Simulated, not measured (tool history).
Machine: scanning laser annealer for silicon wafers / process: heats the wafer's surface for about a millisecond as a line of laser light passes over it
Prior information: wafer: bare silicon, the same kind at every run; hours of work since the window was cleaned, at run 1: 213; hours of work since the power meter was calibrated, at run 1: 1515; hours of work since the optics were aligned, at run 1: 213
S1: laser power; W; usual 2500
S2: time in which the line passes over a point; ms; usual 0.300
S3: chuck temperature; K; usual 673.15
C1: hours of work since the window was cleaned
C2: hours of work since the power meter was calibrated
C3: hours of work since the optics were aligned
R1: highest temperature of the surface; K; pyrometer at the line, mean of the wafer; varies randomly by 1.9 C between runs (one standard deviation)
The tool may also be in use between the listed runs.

run     day    S1     S2      S3   C1    C2   C3       R1
  1   0.000  2500  0.300  673.15  213  1515  213  1389.15
  2   1.379  2509  0.300  673.15  235  1537  235  1389.15
  3   3.825  2500  0.268  673.15  275  1577  275  1343.15
  4   5.371  2500  0.268  673.15  300  1602  300  1339.15
  5   6.762  2500  0.346  673.15  323  1625  323  1437.15
  6   9.071  2378  0.300  673.15  360  1662  360  1344.15
  7  12.125  2378  0.300  673.15  410  1712  410  1339.15
  8  14.596  2500  0.300  673.15  450  1752  450  1372.15
  9  17.688  2500  0.300  673.15  500  1802  500  1368.15
 10  20.633  2255  0.300  673.15  548  1850  548  1300.15
 11  23.050  2500  0.261  673.15  587  1889  587  1316.15
 12  24.388  2500  0.300  673.15  609  1911  609  1367.15
 13  26.208  2500  0.300  673.15  638  1940  638  1362.15
 14  29.117  2500  0.300  673.15  685  1987  685  1361.15
 15  31.329  2500  0.300  635.15  721  2023  721  1319.15
 16  33.879  2500  0.300  635.15  762  2064  762  1317.15
 17  36.967  2500  0.300  635.15  813  2115  813  1316.15
 18  40.029  2472  0.269  680.15  862  2164  862  1309.15
 19  41.329  2472  0.269  680.15  883  2185  883  1305.15
 20  43.533  2500  0.270  701.15  919  2221  919  1339.15
     44.088  -- window over the wafer cleaned
     44.579  -- optics aligned, line set to its width
 21  45.471  2500  0.283  704.15   19  2248   14  1405.15
 22  47.562  2223  0.220  709.15   53  2282   48  1253.15
 23  49.821  2173  0.374  652.15   90  2318   85  1355.15
 24  52.408  2288  0.362  694.15  132  2360  127  1424.15
 25  54.596  2674  0.226  633.15  167  2396  162  1291.15
 26  56.762  2674  0.226  633.15  202  2431  198  1285.15
 27  59.342  2674  0.226  633.15  244  2473  239  1287.15
 28  61.929  2284  0.227  633.15  286  2515  281  1191.15
 29  63.592  2391  0.227  636.15  313  2542  308  1219.15
 30  65.800  2542  0.300  673.15  349  2577  344  1388.15
 31  68.229  2542  0.314  684.15  388  2617  384  1415.15

Each row is a separate what-if for the run after 31, all from the same tool condition, not one after another. Results?
  A  70.371  2267  0.300  673.15  423  2651  418   ?
  B  70.371  2478  0.282  691.15  423  2651  418   ?
  C  70.371  2470  0.331  654.15  423  2651  418   ?
  D  70.371  2542  0.311  684.15  423  2651  418   ?

run       R1
  A  1308.15
  B  1361.15
  C  1381.15
  D  1410.15
Take away the tool's hidden state, keep each run's random variation, and the runs would have read:
run       R1
  A  1340.15
  B  1394.15
  C  1417.15
  D  1446.15
